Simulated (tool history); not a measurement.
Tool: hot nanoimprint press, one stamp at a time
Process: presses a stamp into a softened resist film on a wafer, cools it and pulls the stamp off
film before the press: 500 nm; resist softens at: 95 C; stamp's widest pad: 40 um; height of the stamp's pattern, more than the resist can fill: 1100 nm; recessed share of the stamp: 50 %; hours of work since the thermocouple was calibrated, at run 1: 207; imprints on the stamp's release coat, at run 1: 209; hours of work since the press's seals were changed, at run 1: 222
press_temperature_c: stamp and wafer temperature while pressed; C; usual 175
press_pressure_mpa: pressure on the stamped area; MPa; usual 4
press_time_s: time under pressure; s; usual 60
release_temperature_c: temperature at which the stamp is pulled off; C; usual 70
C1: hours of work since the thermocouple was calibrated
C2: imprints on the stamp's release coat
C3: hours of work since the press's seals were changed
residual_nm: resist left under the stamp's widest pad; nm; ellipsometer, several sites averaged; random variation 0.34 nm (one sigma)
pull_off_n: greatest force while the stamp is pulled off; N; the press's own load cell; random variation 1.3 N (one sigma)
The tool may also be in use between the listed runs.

Run 1, hour 0: usual settings; C1 207; C2 209; C3 222. Result: residual_nm 207.7 nm, pull_off_n 200 N.
Run 2, hour 15: usual settings; C1 214; C2 236; C3 229. Result: residual_nm 207.5 nm, pull_off_n 199 N.
Run 3, hour 29.3: usual settings; C1 221; C2 262; C3 236. Result: residual_nm 208 nm, pull_off_n 201 N.
Run 4, hour 46.2: usual settings but press_pressure_mpa 4.62 MPa; C1 229; C2 293; C3 244. Result: residual_nm 193.5 nm, pull_off_n 202 N.
Run 5, hour 57.6: usual settings but press_pressure_mpa 4.62 MPa; C1 235; C2 313; C3 249. Result: residual_nm 193.2 nm, pull_off_n 199 N.
Run 6, hour 74: usual settings but press_pressure_mpa 4.62 MPa; C1 242; C2 343; C3 257. Result: residual_nm 193 nm, pull_off_n 201 N.
Run 7, hour 93.7: usual settings but press_temperature_c 163 C; C1 252; C2 379; C3 266. Result: residual_nm 283.4 nm, pull_off_n 201 N.
At hour 101.9: plate thermocouple calibrated.
Run 8, hour 107.5: usual settings but press_temperature_c 163 C; C1 3; C2 399; C3 271. Result: residual_nm 283.9 nm, pull_off_n 203 N.
Run 9, hour 126.7: usual settings but press_temperature_c 163 C, press_time_s 33 s; C1 12; C2 433; C3 280. Result: residual_nm 336.4 nm, pull_off_n 201 N.
Run 10, hour 146.1: usual settings but press_temperature_c 163 C, press_time_s 33 s; C1 21; C2 469; C3 290. Result: residual_nm 337.1 nm, pull_off_n 199 N.
Run 11, hour 166.1: usual settings but press_temperature_c 163 C, press_time_s 33 s; C1 30; C2 505; C3 299. Result: residual_nm 337.8 nm, pull_off_n 197 N.
Run 12, hour 181.1: usual settings but press_temperature_c 163 C, press_time_s 33 s; C1 38; C2 532; C3 306. Result: residual_nm 337.8 nm, pull_off_n 199 N.
Run 13, hour 193.9: usual settings but press_temperature_c 163 C, press_pressure_mpa 4.42 MPa, press_time_s 33 s; C1 44; C2 555; C3 312. Result: residual_nm 324.5 nm, pull_off_n 202 N.
Run 14, hour 216.8: usual settings but press_temperature_c 186 C, press_pressure_mpa 3.01 MPa, press_time_s 33 s; C1 55; C2 597; C3 323. Result: residual_nm 232.7 nm, pull_off_n 201 N.
Run 15, hour 232: usual settings but press_temperature_c 174 C; C1 62; C2 624; C3 330. Result: residual_nm 214.9 nm, pull_off_n 202 N.
At hour 239.5: gauge calibrated.
Run 16, hour 244.9: usual settings but press_temperature_c 174 C, press_pressure_mpa 2.56 MPa, release_temperature_c 62 C; C1 68; C2 648; C3 337. Result: residual_nm 265.1 nm, pull_off_n 235 N.
Run 17, hour 257.5: usual settings but press_pressure_mpa 6.04 MPa; C1 74; C2 671; C3 343. Result: residual_nm 167.2 nm, pull_off_n 200 N.
Run 18, hour 267.6: usual settings but press_temperature_c 184 C, press_time_s 32 s, release_temperature_c 74 C; C1 79; C2 689; C3 347. Result: residual_nm 210.3 nm, pull_off_n 185 N.
Run 19, hour 290: usual settings but press_temperature_c 169 C, press_time_s 32 s, release_temperature_c 74 C; C1 89; C2 729; C3 358. Result: residual_nm 296.8 nm, pull_off_n 183 N.
Run 20, hour 311.6: usual settings but press_temperature_c 184 C, press_time_s 32 s, release_temperature_c 73 C; C1 99; C2 769; C3 368. Result: residual_nm 212 nm, pull_off_n 188 N.
Run 21, hour 324.5: usual settings but press_temperature_c 184 C, press_time_s 32 s, release_temperature_c 73 C; C1 106; C2 792; C3 374. Result: residual_nm 210.8 nm, pull_off_n 188 N.
Run 22, hour 335: usual settings but press_pressure_mpa 4.33 MPa, press_time_s 42 s, release_temperature_c 75 C; C1 111; C2 811; C3 379. Result: residual_nm 227.3 nm, pull_off_n 180 N.
Run 23, hour 346.8: usual settings but press_temperature_c 184 C, press_time_s 37 s; C1 116; C2 833; C3 385. Result: residual_nm 200.8 nm, pull_off_n 201 N.

Forecast each of these 4 alternatives for the next run:
At hour 354.4: stamp cleaned and given a new release coat.
Run A, hour 363.6: usual settings but press_pressure_mpa 2.47 MPa, press_time_s 105 s; C1 121; C2 17; C3 390. Result: residual_nm ?, pull_off_n ?.
At hour 354.4: stamp cleaned and given a new release coat.
Run B, hour 363.6: usual settings but press_temperature_c 178 C, press_pressure_mpa 2.63 MPa, press_time_s 52 s; C1 121; C2 17; C3 390. Result: residual_nm ?, pull_off_n ?.
At hour 354.4: stamp cleaned and given a new release coat.
Run C, hour 363.6: usual settings but press_temperature_c 184 C, press_pressure_mpa 3.46 MPa, press_time_s 37 s; C1 121; C2 17; C3 390. Result: residual_nm ?, pull_off_n ?.
At hour 354.4: stamp cleaned and given a new release coat.
Run D, hour 363.6: usual settings but press_temperature_c 184 C, press_time_s 56 s; C1 121; C2 17; C3 390. Result: residual_nm ?, pull_off_n ?.

run  residual_nm  pull_off_n
  A        218.5         202
  B        252.1         200
  C        216.3         202
  D        171.7         199
Without the tool's hidden state the same runs would have given:
run  residual_nm  pull_off_n
  A        217.2         202
  B        250.6         200
  C        214.9         202
  D        170.6         199
